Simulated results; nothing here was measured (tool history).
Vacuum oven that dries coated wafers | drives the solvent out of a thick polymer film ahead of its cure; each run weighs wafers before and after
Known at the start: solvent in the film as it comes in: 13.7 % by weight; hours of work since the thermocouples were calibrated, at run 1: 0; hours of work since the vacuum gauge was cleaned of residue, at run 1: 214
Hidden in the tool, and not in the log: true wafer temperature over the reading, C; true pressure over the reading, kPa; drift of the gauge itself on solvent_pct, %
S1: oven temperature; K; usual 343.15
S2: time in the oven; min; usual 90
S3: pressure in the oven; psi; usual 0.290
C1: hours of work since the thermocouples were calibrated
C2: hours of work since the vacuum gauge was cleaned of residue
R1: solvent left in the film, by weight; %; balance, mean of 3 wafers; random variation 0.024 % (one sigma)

run 1 hour=0.0 | S1=343.15 S2=90 S3=0.290 | C1=0 C2=214 | R1=1.29
run 2 hour=76.8 | S1=343.15 S2=88 S3=0.290 | C1=33 C2=248 | R1=1.39
run 3 hour=183.3 | S1=343.15 S2=90 S3=0.290 | C1=80 C2=294 | R1=1.31
run 4 hour=292.9 | S1=343.15 S2=90 S3=0.290 | C1=127 C2=342 | R1=1.32
run 5 hour=358.6 | S1=343.15 S2=90 S3=0.886 | C1=156 C2=371 | R1=2.66
run 6 hour=454.5 | S1=343.15 S2=90 S3=0.886 | C1=198 C2=412 | R1=2.68
run 7 hour=521.4 | S1=343.15 S2=90 S3=0.886 | C1=227 C2=441 | R1=2.64
run 8 hour=615.8 | S1=343.15 S2=75 S3=0.290 | C1=268 C2=482 | R1=1.70
run 9 hour=674.5 | S1=343.15 S2=75 S3=0.290 | C1=294 C2=508 | R1=1.67
run 10 hour=741.0 | S1=343.15 S2=68 S3=0.290 | C1=323 C2=537 | R1=1.98
run 11 hour=827.3 | S1=348.15 S2=90 S3=0.290 | C1=360 C2=575 | R1=0.80
run 12 hour=929.4 | S1=343.15 S2=90 S3=0.290 | C1=404 C2=619 | R1=1.25
run 13 hour=997.6 | S1=343.15 S2=90 S3=0.290 | C1=434 C2=649 | R1=1.30
run 14 hour=1110.2 | S1=343.15 S2=90 S3=0.290 | C1=483 C2=698 | R1=1.31
run 15 hour=1180.7 | S1=343.15 S2=107 S3=0.290 | C1=514 C2=728 | R1=1.11
run 16 hour=1254.6 | S1=343.15 S2=90 S3=0.290 | C1=546 C2=761 | R1=1.31
run 17 hour=1337.1 | S1=343.15 S2=90 S3=0.290 | C1=582 C2=796 | R1=1.35
run 18 hour=1419.2 | S1=343.15 S2=90 S3=0.290 | C1=618 C2=832 | R1=1.30
run 19 hour=1519.7 | S1=328.15 S2=90 S3=0.290 | C1=661 C2=876 | R1=4.76
run 20 hour=1596.4 | S1=328.15 S2=90 S3=0.290 | C1=695 C2=909 | R1=4.81
run 21 hour=1693.1 | S1=343.15 S2=90 S3=0.817 | C1=737 C2=951 | R1=2.49
run 22 hour=1774.1 | S1=343.15 S2=90 S3=0.817 | C1=772 C2=987 | R1=2.47
run 23 hour=1867.9 | S1=343.15 S2=90 S3=0.290 | C1=813 C2=1027 | R1=1.31
run 24 hour=1933.0 | S1=357.15 S2=90 S3=0.290 | C1=841 C2=1056 | R1=0.45
run 25 hour=1986.5 | S1=357.15 S2=49 S3=0.297 | C1=865 C2=1079 | R1=0.72
run 26 hour=2113.2 | S1=343.15 S2=90 S3=0.267 | C1=920 C2=1134 | R1=1.27
run 27 hour=2202.5 | S1=343.15 S2=90 S3=0.267 | C1=959 C2=1173 | R1=1.23
run 28 hour=2285.0 | S1=343.15 S2=90 S3=0.654 | C1=995 C2=1209 | R1=2.13
run 29 hour=2341.8 | S1=343.15 S2=48 S3=0.290 | C1=1019 C2=1234 | R1=3.04
-- hour=2371.4 oven's thermocouples calibrated
run 30 hour=2467.5 | S1=343.15 S2=48 S3=0.290 | C1=42 C2=1288 | R1=3.02
run 31 hour=2553.5 | S1=332.15 S2=90 S3=0.290 | C1=79 C2=1325 | R1=3.65
run 32 hour=2672.9 | S1=343.15 S2=104 S3=0.167 | C1=131 C2=1377 | R1=0.79
run 33 hour=2727.5 | S1=331.15 S2=90 S3=0.309 | C1=155 C2=1401 | R1=4.02
run 34 hour=2812.8 | S1=336.15 S2=90 S3=0.277 | C1=192 C2=1438 | R1=2.56
run 35 hour=2864.8 | S1=336.15 S2=90 S3=0.277 | C1=215 C2=1460 | R1=2.62
run 36 hour=2935.2 | S1=336.15 S2=90 S3=0.277 | C1=245 C2=1491 | R1=2.58
run 37 hour=3051.9 | S1=351.15 S2=90 S3=1.038 | C1=296 C2=1542 | R1=1.85
run 38 hour=3152.3 | S1=351.15 S2=77 S3=0.889 | C1=340 C2=1586 | R1=1.65
run 39 hour=3279.4 | S1=351.15 S2=77 S3=0.889 | C1=395 C2=1641 | R1=1.71
run 40 hour=3386.8 | S1=328.15 S2=90 S3=0.302 | C1=442 C2=1688 | R1=4.84
run 41 hour=3481.2 | S1=328.15 S2=90 S3=0.302 | C1=483 C2=1729 | R1=4.86
run 42 hour=3550.6 | S1=343.15 S2=125 S3=0.515 | C1=513 C2=1759 | R1=1.47
run 43 hour=3675.5 | S1=343.15 S2=125 S3=0.515 | C1=568 C2=1813 | R1=1.45
run 44 hour=3765.9 | S1=343.15 S2=125 S3=0.515 | C1=607 C2=1853 | R1=1.44
-- hour=3833.9 vacuum gauge cleaned of residue and calibrated
run 45 hour=3858.0 | S1=328.15 S2=138 S3=0.202 | C1=646 C2=10 | R1=2.96
run 46 hour=3954.3 | S1=328.15 S2=138 S3=0.202 | C1=688 C2=52 | R1=2.94
run 47 hour=4010.8 | S1=357.15 S2=148 S3=0.508 | C1=713 C2=77 | R1=0.64

Hidden state at the last listed run before each entry between runs and at the first one after, where it differs:
Between runs 29 and 30: oven's thermocouples calibrated (hour 2371.4)
  true wafer temperature over the reading, C: -0.05 -> 0
Between runs 44 and 45: vacuum gauge cleaned of residue and calibrated (hour 3833.9)
  true pressure over the reading, kPa: 0.015 -> 0
